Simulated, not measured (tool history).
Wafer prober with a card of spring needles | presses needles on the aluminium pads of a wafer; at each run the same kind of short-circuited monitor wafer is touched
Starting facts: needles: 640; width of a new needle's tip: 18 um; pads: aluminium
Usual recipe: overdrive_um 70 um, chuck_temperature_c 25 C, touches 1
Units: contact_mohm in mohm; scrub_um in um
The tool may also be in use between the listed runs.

{"run": 1, "hour": 0.0, "overdrive_um": 70, "chuck_temperature_c": 25, "touches": 1, "contact_mohm": 212, "scrub_um": 18.49}
{"hour": 4.3, "done": "tips cleaned on abrasive film"}
{"hour": 8.5, "done": "tips cleaned on abrasive film"}
{"hour": 12.8, "done": "tips cleaned on abrasive film"}
{"hour": 17.0, "done": "tips cleaned on abrasive film"}
{"hour": 22.3, "done": "tips cleaned on abrasive film"}
{"hour": 26.6, "done": "tips cleaned on abrasive film"}
{"run": 2, "hour": 26.7, "overdrive_um": 70, "chuck_temperature_c": 30, "touches": 1, "contact_mohm": 200, "scrub_um": 18.37}
{"hour": 31.0, "done": "tips cleaned on abrasive film"}
{"hour": 35.2, "done": "tips cleaned on abrasive film"}
{"hour": 40.5, "done": "tips cleaned on abrasive film"}
{"hour": 44.8, "done": "tips cleaned on abrasive film"}
{"hour": 49.0, "done": "tips cleaned on abrasive film"}
{"hour": 54.3, "done": "tips cleaned on abrasive film"}
{"hour": 59.6, "done": "tips cleaned on abrasive film"}
{"hour": 63.9, "done": "tips cleaned on abrasive film"}
{"hour": 68.9, "done": "tips cleaned on abrasive film"}
{"run": 3, "hour": 68.9, "overdrive_um": 70, "chuck_temperature_c": 30, "touches": 1, "contact_mohm": 199, "scrub_um": 18.15}
{"hour": 74.2, "done": "tips cleaned on abrasive film"}
{"hour": 79.5, "done": "tips cleaned on abrasive film"}
{"hour": 83.7, "done": "tips cleaned on abrasive film"}
{"hour": 88.0, "done": "tips cleaned on abrasive film"}
{"hour": 92.2, "done": "tips cleaned on abrasive film"}
{"run": 4, "hour": 94.2, "overdrive_um": 70, "chuck_temperature_c": 30, "touches": 1, "contact_mohm": 248, "scrub_um": 18.17}
{"hour": 97.4, "done": "tips cleaned on abrasive film"}
{"hour": 102.7, "done": "tips cleaned on abrasive film"}
{"hour": 108.0, "done": "tips cleaned on abrasive film"}
{"hour": 113.3, "done": "tips cleaned on abrasive film"}
{"hour": 118.6, "done": "tips cleaned on abrasive film"}
{"hour": 122.9, "done": "tips cleaned on abrasive film"}
{"hour": 127.1, "done": "tips cleaned on abrasive film"}
{"hour": 131.4, "done": "tips cleaned on abrasive film"}
{"hour": 135.7, "done": "tips cleaned on abrasive film"}
{"hour": 139.9, "done": "tips cleaned on abrasive film"}
{"run": 5, "hour": 139.9, "overdrive_um": 61, "chuck_temperature_c": 25, "touches": 1, "contact_mohm": 209, "scrub_um": 15.2}
{"hour": 144.2, "done": "tips cleaned on abrasive film"}
{"hour": 148.5, "done": "tips cleaned on abrasive film"}
{"hour": 152.7, "done": "tips cleaned on abrasive film"}
{"hour": 158.0, "done": "tips cleaned on abrasive film"}
{"hour": 162.3, "done": "tips cleaned on abrasive film"}
{"hour": 167.6, "done": "tips cleaned on abrasive film"}
{"hour": 172.9, "done": "tips cleaned on abrasive film"}
{"hour": 178.2, "done": "tips cleaned on abrasive film"}
{"run": 6, "hour": 179.2, "overdrive_um": 61, "chuck_temperature_c": 25, "touches": 1, "contact_mohm": 244, "scrub_um": 15.04}
{"hour": 183.4, "done": "tips cleaned on abrasive film"}
{"hour": 187.7, "done": "tips cleaned on abrasive film"}
{"hour": 193.0, "done": "tips cleaned on abrasive film"}
{"hour": 197.3, "done": "tips cleaned on abrasive film"}
{"hour": 202.6, "done": "tips cleaned on abrasive film"}
{"hour": 207.9, "done": "tips cleaned on abrasive film"}
{"hour": 213.2, "done": "tips cleaned on abrasive film"}
{"hour": 216.6, "done": "height of the first contact set anew"}
{"hour": 217.7, "done": "tips cleaned on abrasive film"}
{"hour": 222.0, "done": "tips cleaned on abrasive film"}
{"hour": 227.1, "done": "tips cleaned on abrasive film"}
{"run": 7, "hour": 227.1, "overdrive_um": 70, "chuck_temperature_c": 25, "touches": 1, "contact_mohm": 203, "scrub_um": 18.87}
{"hour": 231.4, "done": "tips cleaned on abrasive film"}
{"hour": 235.7, "done": "tips cleaned on abrasive film"}
{"hour": 241.0, "done": "tips cleaned on abrasive film"}
{"hour": 245.2, "done": "tips cleaned on abrasive film"}
{"hour": 250.5, "done": "tips cleaned on abrasive film"}
{"hour": 254.8, "done": "tips cleaned on abrasive film"}
{"hour": 260.1, "done": "tips cleaned on abrasive film"}
{"hour": 264.3, "done": "tips cleaned on abrasive film"}
{"hour": 269.6, "done": "tips cleaned on abrasive film"}
{"hour": 274.9, "done": "tips cleaned on abrasive film"}
{"run": 8, "hour": 276.2, "overdrive_um": 70, "chuck_temperature_c": 25, "touches": 1, "contact_mohm": 222, "scrub_um": 18.79}
{"hour": 279.4, "done": "tips cleaned on abrasive film"}
{"hour": 284.7, "done": "tips cleaned on abrasive film"}
{"hour": 289.0, "done": "tips cleaned on abrasive film"}
{"hour": 293.2, "done": "tips cleaned on abrasive film"}
{"hour": 298.5, "done": "tips cleaned on abrasive film"}
{"hour": 302.8, "done": "tips cleaned on abrasive film"}
{"hour": 307.0, "done": "tips cleaned on abrasive film"}
{"hour": 311.3, "done": "tips cleaned on abrasive film"}
{"hour": 316.6, "done": "tips cleaned on abrasive film"}
{"run": 9, "hour": 317.9, "overdrive_um": 70, "chuck_temperature_c": 25, "touches": 1, "contact_mohm": 228, "scrub_um": 18.66}
{"hour": 321.1, "done": "tips cleaned on abrasive film"}
{"hour": 325.3, "done": "tips cleaned on abrasive film"}
{"hour": 330.6, "done": "tips cleaned on abrasive film"}
{"hour": 335.9, "done": "tips cleaned on abrasive film"}
{"hour": 341.2, "done": "tips cleaned on abrasive film"}
{"hour": 345.5, "done": "tips cleaned on abrasive film"}
{"hour": 349.8, "done": "tips cleaned on abrasive film"}
{"hour": 354.0, "done": "tips cleaned on abrasive film"}
{"hour": 359.2, "done": "tips cleaned on abrasive film"}
{"run": 10, "hour": 359.2, "overdrive_um": 70, "chuck_temperature_c": 25, "touches": 1, "contact_mohm": 208, "scrub_um": 18.41}
{"hour": 363.5, "done": "tips cleaned on abrasive film"}
{"hour": 368.8, "done": "tips cleaned on abrasive film"}
{"hour": 374.1, "done": "tips cleaned on abrasive film"}
{"hour": 379.4, "done": "tips cleaned on abrasive film"}
{"hour": 384.7, "done": "tips cleaned on abrasive film"}
{"hour": 389.0, "done": "tips cleaned on abrasive film"}
{"hour": 393.2, "done": "tips cleaned on abrasive film"}
{"hour": 398.5, "done": "tips cleaned on abrasive film"}
{"hour": 402.8, "done": "tips cleaned on abrasive film"}
{"run": 11, "hour": 406.1, "overdrive_um": 73, "chuck_temperature_c": 25, "touches": 1, "contact_mohm": 259, "scrub_um": 19.03}
{"hour": 407.3, "done": "tips cleaned on abrasive film"}
{"hour": 412.6, "done": "tips cleaned on abrasive film"}
{"hour": 416.8, "done": "tips cleaned on abrasive film"}
{"hour": 421.1, "done": "tips cleaned on abrasive film"}
{"hour": 425.3, "done": "tips cleaned on abrasive film"}
{"run": 12, "hour": 428.8, "overdrive_um": 54, "chuck_temperature_c": 25, "touches": 2, "contact_mohm": 289, "scrub_um": 13.52}
{"hour": 429.9, "done": "tips cleaned on abrasive film"}
{"hour": 434.2, "done": "tips cleaned on abrasive film"}
{"hour": 438.4, "done": "tips cleaned on abrasive film"}
{"hour": 443.7, "done": "tips cleaned on abrasive film"}
{"hour": 448.0, "done": "tips cleaned on abrasive film"}
{"run": 13, "hour": 449.6, "overdrive_um": 68, "chuck_temperature_c": 94, "touches": 1, "contact_mohm": 266, "scrub_um": 17.28}
{"hour": 452.9, "done": "tips cleaned on abrasive film"}
{"hour": 458.2, "done": "tips cleaned on abrasive film"}
{"hour": 462.4, "done": "tips cleaned on abrasive film"}
{"hour": 467.7, "done": "tips cleaned on abrasive film"}
{"hour": 472.0, "done": "tips cleaned on abrasive film"}
{"hour": 476.2, "done": "tips cleaned on abrasive film"}
{"hour": 480.5, "done": "tips cleaned on abrasive film"}
{"hour": 485.8, "done": "tips cleaned on abrasive film"}
{"hour": 491.1, "done": "tips cleaned on abrasive film"}
{"hour": 495.3, "done": "tips cleaned on abrasive film"}
{"run": 14, "hour": 497.0, "overdrive_um": 68, "chuck_temperature_c": 94, "touches": 1, "contact_mohm": 264, "scrub_um": 17.1}
{"hour": 500.3, "done": "tips cleaned on abrasive film"}
{"hour": 504.5, "done": "tips cleaned on abrasive film"}
{"hour": 509.8, "done": "tips cleaned on abrasive film"}
{"hour": 514.1, "done": "tips cleaned on abrasive film"}
{"hour": 518.3, "done": "tips cleaned on abrasive film"}
{"run": 15, "hour": 519.0, "overdrive_um": 77, "chuck_temperature_c": 43, "touches": 2, "contact_mohm": 216, "scrub_um": 19.19}
{"hour": 523.3, "done": "tips cleaned on abrasive film"}
{"hour": 527.5, "done": "tips cleaned on abrasive film"}
{"hour": 531.8, "done": "tips cleaned on abrasive film"}
{"hour": 536.0, "done": "tips cleaned on abrasive film"}
{"hour": 541.3, "done": "tips cleaned on abrasive film"}
{"hour": 545.6, "done": "tips cleaned on abrasive film"}
{"hour": 545.9, "done": "height of the first contact set anew"}
{"hour": 550.2, "done": "tips cleaned on abrasive film"}
{"run": 16, "hour": 550.2, "overdrive_um": 60, "chuck_temperature_c": 25, "touches": 2, "contact_mohm": 202, "scrub_um": 16.33}
{"hour": 554.5, "done": "tips cleaned on abrasive film"}
{"hour": 559.8, "done": "tips cleaned on abrasive film"}
{"hour": 565.1, "done": "tips cleaned on abrasive film"}
{"hour": 569.4, "done": "tips cleaned on abrasive film"}
{"hour": 574.7, "done": "tips cleaned on abrasive film"}
{"hour": 578.9, "done": "tips cleaned on abrasive film"}
{"hour": 583.2, "done": "tips cleaned on abrasive film"}
{"hour": 587.4, "done": "tips cleaned on abrasive film"}
{"hour": 591.7, "done": "tips cleaned on abrasive film"}
{"hour": 596.0, "done": "tips cleaned on abrasive film"}
{"run": 17, "hour": 597.7, "overdrive_um": 60, "chuck_temperature_c": 25, "touches": 2, "contact_mohm": 233, "scrub_um": 16.45}
{"hour": 600.9, "done": "tips cleaned on abrasive film"}
{"hour": 605.2, "done": "tips cleaned on abrasive film"}
{"hour": 609.4, "done": "tips cleaned on abrasive film"}
{"hour": 613.7, "done": "tips cleaned on abrasive film"}
{"hour": 619.0, "done": "tips cleaned on abrasive film"}
{"hour": 623.3, "done": "tips cleaned on abrasive film"}
{"run": 18, "hour": 624.0, "overdrive_um": 60, "chuck_temperature_c": 25, "touches": 2, "contact_mohm": 226, "scrub_um": 15.89}
{"hour": 628.3, "done": "tips cleaned on abrasive film"}
{"hour": 632.5, "done": "tips cleaned on abrasive film"}
{"hour": 636.8, "done": "tips cleaned on abrasive film"}
{"hour": 641.1, "done": "tips cleaned on abrasive film"}
{"hour": 645.3, "done": "tips cleaned on abrasive film"}
{"hour": 650.6, "done": "tips cleaned on abrasive film"}
{"hour": 655.9, "done": "tips cleaned on abrasive film"}
{"hour": 661.2, "done": "tips cleaned on abrasive film"}
{"hour": 666.5, "done": "tips cleaned on abrasive film"}
{"hour": 671.8, "done": "tips cleaned on abrasive film"}
{"run": 19, "hour": 672.7, "overdrive_um": 60, "chuck_temperature_c": 80, "touches": 3, "contact_mohm": 232, "scrub_um": 15.91}

Predict each of these 3 candidate next runs independently; none follows another, all start after run 19:
{"hour": 677.0, "done": "tips cleaned on abrasive film"}
{"hour": 682.3, "done": "tips cleaned on abrasive film"}
{"hour": 687.6, "done": "tips cleaned on abrasive film"}
{"hour": 691.8, "done": "tips cleaned on abrasive film"}
{"hour": 697.1, "done": "tips cleaned on abrasive film"}
{"hour": 702.4, "done": "tips cleaned on abrasive film"}
{"run": "A", "hour": 705.2, "overdrive_um": 60, "chuck_temperature_c": 32, "touches": 2, "contact_mohm": "?", "scrub_um": "?"}
{"hour": 677.0, "done": "tips cleaned on abrasive film"}
{"hour": 682.3, "done": "tips cleaned on abrasive film"}
{"hour": 687.6, "done": "tips cleaned on abrasive film"}
{"hour": 691.8, "done": "tips cleaned on abrasive film"}
{"hour": 697.1, "done": "tips cleaned on abrasive film"}
{"hour": 702.4, "done": "tips cleaned on abrasive film"}
{"run": "B", "hour": 705.2, "overdrive_um": 55, "chuck_temperature_c": 57, "touches": 1, "contact_mohm": "?", "scrub_um": "?"}
{"hour": 677.0, "done": "tips cleaned on abrasive film"}
{"hour": 682.3, "done": "tips cleaned on abrasive film"}
{"hour": 687.6, "done": "tips cleaned on abrasive film"}
{"hour": 691.8, "done": "tips cleaned on abrasive film"}
{"hour": 697.1, "done": "tips cleaned on abrasive film"}
{"hour": 702.4, "done": "tips cleaned on abrasive film"}
{"run": "C", "hour": 705.2, "overdrive_um": 69, "chuck_temperature_c": 25, "touches": 2, "contact_mohm": "?", "scrub_um": "?"}

run=A contact_mohm=266 scrub_um=15.83
run=B contact_mohm=334 scrub_um=14.01
run=C contact_mohm=248 scrub_um=18.05
Stripped of hidden state, with their random variation kept, the same runs would have yielded:
run=A contact_mohm=194 scrub_um=16.70
run=B contact_mohm=204 scrub_um=14.87
run=C contact_mohm=193 scrub_um=18.91
